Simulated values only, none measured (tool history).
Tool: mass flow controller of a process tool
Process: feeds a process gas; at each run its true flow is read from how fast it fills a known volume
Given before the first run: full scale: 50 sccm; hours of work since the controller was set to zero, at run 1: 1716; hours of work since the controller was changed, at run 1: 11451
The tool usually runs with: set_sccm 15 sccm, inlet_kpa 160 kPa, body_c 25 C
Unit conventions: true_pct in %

run,hour,set_sccm,inlet_kpa,body_c,hours of work since the controller was set to zero,hours of work since the controller was changed,true_pct
1,0,15,160,25,1716,11451,103.21
2,243.1,15,160,25,1886,11622,103.34
3,635.5,15,160,25,2161,11897,103.76
# hour 665.9: controller exchanged for a calibrated one
4,930,15,213,25,185,185,98.86
5,1184.5,15,160,25,363,363,98.98
6,1403.3,15,160,25,517,517,99.21
7,1674.5,15,160,37,707,707,98.87
8,1991.9,15,160,37,929,929,99.13
9,2186.8,15,160,25,1066,1066,99.85
10,2529.3,15,160,25,1306,1306,99.96
11,2852.9,15,160,25,1533,1533,100.33
12,3064.4,15,160,25,1681,1681,100.63
13,3368.5,41,160,25,1894,1894,100.49
14,3620.4,41,266,25,2070,2070,100.88
15,3843.9,41,266,25,2227,2227,100.89
16,4213,15,160,25,2486,2486,101.48
17,4491.6,15,258,25,2681,2681,101.68
18,4828,15,258,25,2917,2917,102.18
19,5035.8,15,200,25,3062,3062,102.22
20,5255.1,15,200,25,3216,3216,102.42
21,5660.4,34,160,25,3500,3500,101.48
22,5847.1,34,160,25,3631,3631,101.67
23,6200,34,160,25,3878,3878,101.79
24,6446,15,160,25,4050,4050,103.23
25,6757.4,15,160,25,4269,4269,103.5
26,7071.5,15,160,25,4489,4489,103.56
27,7442.3,39,160,38,4749,4749,101.64

Run 28, settings as shown, results not yet in. Your forecast:
# hour 7464: controller's zero set anew
28,7647.5,37,160,37,129,4892,?

Run 28 produced true_pct 100.02 %.
Take away the tool's hidden state, keep the run-to-run variation as it was, and the same run would have given true_pct 98.77 %.
